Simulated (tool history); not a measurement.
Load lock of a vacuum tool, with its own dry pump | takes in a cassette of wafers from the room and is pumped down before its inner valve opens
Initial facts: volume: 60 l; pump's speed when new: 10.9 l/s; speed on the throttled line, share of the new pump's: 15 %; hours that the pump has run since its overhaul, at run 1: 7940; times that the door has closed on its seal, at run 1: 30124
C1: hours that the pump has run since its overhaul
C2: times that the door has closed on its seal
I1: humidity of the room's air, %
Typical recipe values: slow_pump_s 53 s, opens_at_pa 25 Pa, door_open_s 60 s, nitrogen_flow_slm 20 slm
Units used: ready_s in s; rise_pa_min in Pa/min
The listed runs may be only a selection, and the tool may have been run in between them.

{"run": 1, "day": 0.0, "slow_pump_s": 53, "opens_at_pa": 25, "door_open_s": 60, "nitrogen_flow_slm": 20, "C1": 7940, "C2": 30124, "I1": 40.7, "ready_s": 95.8, "rise_pa_min": 0.156}
{"run": 2, "day": 5.85, "slow_pump_s": 53, "opens_at_pa": 25, "door_open_s": 60, "nitrogen_flow_slm": 20, "C1": 8081, "C2": 30799, "I1": 43.6, "ready_s": 95.1, "rise_pa_min": 0.151}
{"run": 3, "day": 12.2, "slow_pump_s": 53, "opens_at_pa": 25, "door_open_s": 60, "nitrogen_flow_slm": 20, "C1": 8233, "C2": 31532, "I1": 43.8, "ready_s": 95.7, "rise_pa_min": 0.16}
{"run": 4, "day": 16.004, "slow_pump_s": 53, "opens_at_pa": 25, "door_open_s": 60, "nitrogen_flow_slm": 20, "C1": 8325, "C2": 31972, "I1": 45.1, "ready_s": 95.2, "rise_pa_min": 0.173}
{"run": 5, "day": 19.354, "slow_pump_s": 53, "opens_at_pa": 25, "door_open_s": 60, "nitrogen_flow_slm": 20, "C1": 8405, "C2": 32358, "I1": 45, "ready_s": 95.9, "rise_pa_min": 0.167}
{"run": 6, "day": 23.325, "slow_pump_s": 53, "opens_at_pa": 33, "door_open_s": 60, "nitrogen_flow_slm": 20, "C1": 8500, "C2": 32817, "I1": 45.6, "ready_s": 94, "rise_pa_min": 0.173}
{"run": 7, "day": 28.129, "slow_pump_s": 53, "opens_at_pa": 33, "door_open_s": 60, "nitrogen_flow_slm": 20, "C1": 8616, "C2": 33372, "I1": 47, "ready_s": 94.5, "rise_pa_min": 0.176}
{"run": 8, "day": 34.479, "slow_pump_s": 53, "opens_at_pa": 25, "door_open_s": 173, "nitrogen_flow_slm": 20, "C1": 8768, "C2": 34105, "I1": 44, "ready_s": 95.5, "rise_pa_min": 0.198}
{"run": 9, "day": 38.508, "slow_pump_s": 53, "opens_at_pa": 25, "door_open_s": 173, "nitrogen_flow_slm": 20, "C1": 8865, "C2": 34570, "I1": 46.5, "ready_s": 96, "rise_pa_min": 0.217}
{"run": 10, "day": 42.729, "slow_pump_s": 53, "opens_at_pa": 25, "door_open_s": 173, "nitrogen_flow_slm": 20, "C1": 8966, "C2": 35058, "I1": 44.5, "ready_s": 96.3, "rise_pa_min": 0.217}
{"run": 11, "day": 49.129, "slow_pump_s": 53, "opens_at_pa": 25, "door_open_s": 173, "nitrogen_flow_slm": 20, "C1": 9120, "C2": 35797, "I1": 45.8, "ready_s": 96.4, "rise_pa_min": 0.215}
{"run": 12, "day": 52.133, "slow_pump_s": 53, "opens_at_pa": 25, "door_open_s": 173, "nitrogen_flow_slm": 9, "C1": 9192, "C2": 36143, "I1": 45.7, "ready_s": 96.4, "rise_pa_min": 0.239}

Forecast each of these 4 alternatives for the next run:
{"run": "A", "day": 55.562, "slow_pump_s": 85, "opens_at_pa": 25, "door_open_s": 173, "nitrogen_flow_slm": 9, "C1": 9274, "C2": 36540, "I1": 45.2, "ready_s": "?", "rise_pa_min": "?"}
{"run": "B", "day": 55.562, "slow_pump_s": 53, "opens_at_pa": 25, "door_open_s": 173, "nitrogen_flow_slm": 38, "C1": 9274, "C2": 36540, "I1": 47.1, "ready_s": "?", "rise_pa_min": "?"}
{"run": "C", "day": 55.562, "slow_pump_s": 29, "opens_at_pa": 25, "door_open_s": 227, "nitrogen_flow_slm": 24, "C1": 9274, "C2": 36540, "I1": 45.3, "ready_s": "?", "rise_pa_min": "?"}
{"run": "D", "day": 55.562, "slow_pump_s": 79, "opens_at_pa": 25, "door_open_s": 60, "nitrogen_flow_slm": 20, "C1": 9274, "C2": 36540, "I1": 47.2, "ready_s": "?", "rise_pa_min": "?"}

run=A ready_s=122.5 rise_pa_min=0.248
run=B ready_s=96.2 rise_pa_min=0.207
run=C ready_s=76.8 rise_pa_min=0.23
run=D ready_s=118.7 rise_pa_min=0.207
Without the tool's hidden state the same runs would have given:
run=A ready_s=117.4 rise_pa_min=0.068
run=B ready_s=90.4 rise_pa_min=0.029
run=C ready_s=70.5 rise_pa_min=0.053
run=D ready_s=113.5 rise_pa_min=0.03
